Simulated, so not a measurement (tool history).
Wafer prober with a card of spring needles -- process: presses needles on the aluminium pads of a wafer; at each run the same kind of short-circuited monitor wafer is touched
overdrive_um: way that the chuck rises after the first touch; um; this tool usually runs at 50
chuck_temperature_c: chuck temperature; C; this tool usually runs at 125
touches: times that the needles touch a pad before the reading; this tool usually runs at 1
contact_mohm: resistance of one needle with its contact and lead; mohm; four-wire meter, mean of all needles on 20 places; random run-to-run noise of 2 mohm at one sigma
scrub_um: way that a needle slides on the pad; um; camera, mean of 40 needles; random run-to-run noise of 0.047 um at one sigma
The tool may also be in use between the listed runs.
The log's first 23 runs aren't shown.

run   hour  overdrive_um  chuck_temperature_c  touches  touches since the tips were cleaned  cleanings since the card got new needles  touches since the first contact's height was set  contact_mohm  scrub_um
 24  506.7            41                   83        3                                 6412                                        15                                            135428           270      7.28
     517.4  -- tips cleaned on abrasive film
 25  536.7            41                   83        3                                 4522                                        16                                            142439           266       7.2
     555.1  -- tips cleaned on abrasive film
 26  558.4            41                   83        3                                  788                                        17                                            147508           234       7.2
 27  572.9            41                   83        3                                 4174                                        17                                            150894           260      7.31
 28    589            60                   83        3                                 7945                                        17                                            154665           236     10.74
       592  -- tips cleaned on abrasive film
 29  611.2            60                   83        3                                 4490                                        18                                            159842           232      10.7
     628.1  -- tips cleaned on abrasive film
 30  634.2            35                  125        2                                 1436                                        19                                            165219           284      5.99
 31  657.7            32                   26        2                                 6929                                        19                                            170712           377      5.56
     664.6  -- tips cleaned on abrasive film
 32  672.1            54                   46        1                                 1754                                        20                                            174056           253      9.48
 33  697.5            68                   51        3                                 7714                                        20                                            180016           224     12.18

Forecast each of these 5 alternatives for the next run:
     701.5  -- tips cleaned on abrasive film
  A  724.3            58                   26        1                                 5358                                        21                                            186279             ?         ?
     701.5  -- tips cleaned on abrasive film
  B  724.3            67                   77        2                                 5358                                        21                                            186279             ?         ?
     701.5  -- tips cleaned on abrasive film
  C  724.3            33                   51        3                                 5358                                        21                                            186279             ?         ?
     701.5  -- tips cleaned on abrasive film
  D  724.3            38                   81        1                                 5358                                        21                                            186279             ?         ?
     701.5  -- tips cleaned on abrasive film
  E  724.3            36                  125        1                                 5358                                        21                                            186279             ?         ?

run  contact_mohm  scrub_um
  A           280     10.25
  B           239     11.84
  C           308       5.7
  D           397      6.52
  E           413      6.27
With no hidden state in the tool, these same runs would have given:
run  contact_mohm  scrub_um
  A           196     10.65
  B           203     12.23
  C           216       6.1
  D           219      6.91
  E           229      6.66

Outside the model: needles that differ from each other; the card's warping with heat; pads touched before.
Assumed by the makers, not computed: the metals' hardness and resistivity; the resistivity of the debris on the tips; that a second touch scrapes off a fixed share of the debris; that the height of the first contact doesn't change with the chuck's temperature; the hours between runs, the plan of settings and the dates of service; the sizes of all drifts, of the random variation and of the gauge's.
